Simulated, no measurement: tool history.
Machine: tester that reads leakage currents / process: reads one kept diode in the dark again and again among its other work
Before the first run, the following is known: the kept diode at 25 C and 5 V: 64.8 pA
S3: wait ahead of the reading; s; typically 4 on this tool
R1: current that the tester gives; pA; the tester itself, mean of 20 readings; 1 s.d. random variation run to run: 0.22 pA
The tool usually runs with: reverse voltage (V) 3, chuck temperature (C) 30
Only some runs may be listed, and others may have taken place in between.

{"run": 1, "hour": 0.0, "reverse voltage (V)": 3, "chuck temperature (C)": 30, "S3": 4, "R1": 67.89}
{"run": 2, "hour": 40.4, "reverse voltage (V)": 3, "chuck temperature (C)": 25, "S3": 4, "R1": 47.1}
{"run": 3, "hour": 72.9, "reverse voltage (V)": 3, "chuck temperature (C)": 25, "S3": 4, "R1": 46.94}
{"run": 4, "hour": 116.2, "reverse voltage (V)": 3, "chuck temperature (C)": 49, "S3": 4, "R1": 257.51}
{"run": 5, "hour": 141.5, "reverse voltage (V)": 3, "chuck temperature (C)": 49, "S3": 4, "R1": 258.15}
{"run": 6, "hour": 172.7, "reverse voltage (V)": 1.05, "chuck temperature (C)": 30, "S3": 4, "R1": 37.34}
{"run": 7, "hour": 207.7, "reverse voltage (V)": 1.05, "chuck temperature (C)": 30, "S3": 4, "R1": 37.27}
{"run": 8, "hour": 240.9, "reverse voltage (V)": 3, "chuck temperature (C)": 30, "S3": 0.91, "R1": 67.45}
{"run": 9, "hour": 297.4, "reverse voltage (V)": 3, "chuck temperature (C)": 30, "S3": 0.91, "R1": 67.49}
{"run": 10, "hour": 336.0, "reverse voltage (V)": 1.43, "chuck temperature (C)": 30, "S3": 4, "R1": 43.9}
{"run": 11, "hour": 394.6, "reverse voltage (V)": 17.13, "chuck temperature (C)": 46, "S3": 5.77, "R1": 544.77}

Below are 4 alternative next runs, each starting from the tool's condition after run 11. Predict each:
{"run": "A", "hour": 435.4, "reverse voltage (V)": 2.51, "chuck temperature (C)": 34, "S3": 6.24, "R1": "?"}
{"run": "B", "hour": 435.4, "reverse voltage (V)": 3, "chuck temperature (C)": 20, "S3": 4, "R1": "?"}
{"run": "C", "hour": 435.4, "reverse voltage (V)": 3, "chuck temperature (C)": 30, "S3": 3.02, "R1": "?"}
{"run": "D", "hour": 435.4, "reverse voltage (V)": 2.1, "chuck temperature (C)": 50, "S3": 0.4, "R1": "?"}

run=A R1=79.93
run=B R1=32.02
run=C R1=66.33
run=D R1=222.86
Had the tool no hidden state, the same runs would have come out as:
run=A R1=88.5
run=B R1=33.01
run=C R1=72.38
run=D R1=250.25
